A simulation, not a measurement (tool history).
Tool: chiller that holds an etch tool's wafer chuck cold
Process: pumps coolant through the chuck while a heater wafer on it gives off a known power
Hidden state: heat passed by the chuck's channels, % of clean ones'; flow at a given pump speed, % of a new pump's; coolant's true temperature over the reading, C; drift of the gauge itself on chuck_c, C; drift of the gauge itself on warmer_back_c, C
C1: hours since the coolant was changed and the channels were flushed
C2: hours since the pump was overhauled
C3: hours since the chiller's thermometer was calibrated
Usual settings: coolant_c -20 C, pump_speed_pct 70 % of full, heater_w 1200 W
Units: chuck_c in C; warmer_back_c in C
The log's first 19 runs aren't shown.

{"run": 20, "day": 114.342, "coolant_c": -27, "pump_speed_pct": 64, "heater_w": 642, "C1": 2739, "C2": 566, "C3": 3025, "chuck_c": -20.3, "warmer_back_c": 2.97}
{"run": 21, "day": 121.729, "coolant_c": -20, "pump_speed_pct": 83, "heater_w": 634, "C1": 2917, "C2": 744, "C3": 3202, "chuck_c": -14.1, "warmer_back_c": 2.23}
{"run": 22, "day": 126.525, "coolant_c": -19, "pump_speed_pct": 91, "heater_w": 1385, "C1": 3032, "C2": 859, "C3": 3318, "chuck_c": -7.1, "warmer_back_c": 4.35}
{"run": 23, "day": 134.529, "coolant_c": -20, "pump_speed_pct": 93, "heater_w": 1385, "C1": 3224, "C2": 1051, "C3": 3510, "chuck_c": -8.2, "warmer_back_c": 4.22}
{"run": 24, "day": 142.85, "coolant_c": -20, "pump_speed_pct": 90, "heater_w": 1200, "C1": 3423, "C2": 1251, "C3": 3709, "chuck_c": -9.6, "warmer_back_c": 3.85}
{"run": 25, "day": 147.767, "coolant_c": -20, "pump_speed_pct": 90, "heater_w": 1200, "C1": 3541, "C2": 1369, "C3": 3827, "chuck_c": -9.5, "warmer_back_c": 3.9}
{"run": 26, "day": 155.304, "coolant_c": -29, "pump_speed_pct": 79, "heater_w": 653, "C1": 3722, "C2": 1550, "C3": 4008, "chuck_c": -22.7, "warmer_back_c": 2.51}
{"run": 27, "day": 162.012, "coolant_c": -29, "pump_speed_pct": 79, "heater_w": 653, "C1": 3883, "C2": 1711, "C3": 4169, "chuck_c": -23.0, "warmer_back_c": 2.55}
{"run": 28, "day": 166.979, "coolant_c": -27, "pump_speed_pct": 68, "heater_w": 1605, "C1": 4003, "C2": 1830, "C3": 4288, "chuck_c": -10.9, "warmer_back_c": 6.83}
{"run": 29, "day": 173.662, "coolant_c": -16, "pump_speed_pct": 68, "heater_w": 1248, "C1": 4163, "C2": 1990, "C3": 4449, "chuck_c": -3.2, "warmer_back_c": 5.28}
{"run": 30, "day": 177.675, "coolant_c": -14, "pump_speed_pct": 70, "heater_w": 1065, "C1": 4259, "C2": 2086, "C3": 4545, "chuck_c": -3.2, "warmer_back_c": 4.49}
{"day": 185.829, "done": "gauge calibrated"}
{"run": 31, "day": 185.829, "coolant_c": -20, "pump_speed_pct": 78, "heater_w": 1200, "C1": 4455, "C2": 2282, "C3": 4741, "chuck_c": -8.9, "warmer_back_c": 4.24}

3 ways to go on from here, each from the tool as it stands after run 31. What would each give?
{"day": 191.104, "done": "chiller's thermometer calibrated"}
{"run": "A", "day": 193.471, "coolant_c": -27, "pump_speed_pct": 97, "heater_w": 1200, "C1": 4637, "C2": 2465, "C3": 57, "chuck_c": "?", "warmer_back_c": "?"}
{"day": 191.104, "done": "chiller's thermometer calibrated"}
{"run": "B", "day": 193.471, "coolant_c": -21, "pump_speed_pct": 65, "heater_w": 1235, "C1": 4637, "C2": 2465, "C3": 57, "chuck_c": "?", "warmer_back_c": "?"}
{"day": 191.104, "done": "chiller's thermometer calibrated"}
{"run": "C", "day": 193.471, "coolant_c": -27, "pump_speed_pct": 97, "heater_w": 1789, "C1": 4637, "C2": 2465, "C3": 57, "chuck_c": "?", "warmer_back_c": "?"}

run=A chuck_c=-17.1 warmer_back_c=3.39
run=B chuck_c=-8.2 warmer_back_c=5.20
run=C chuck_c=-12.1 warmer_back_c=5.11
Without the tool's hidden state the same runs would have given:
run=A chuck_c=-17.1 warmer_back_c=3.37
run=B chuck_c=-8.2 warmer_back_c=5.19
run=C chuck_c=-12.1 warmer_back_c=5.10
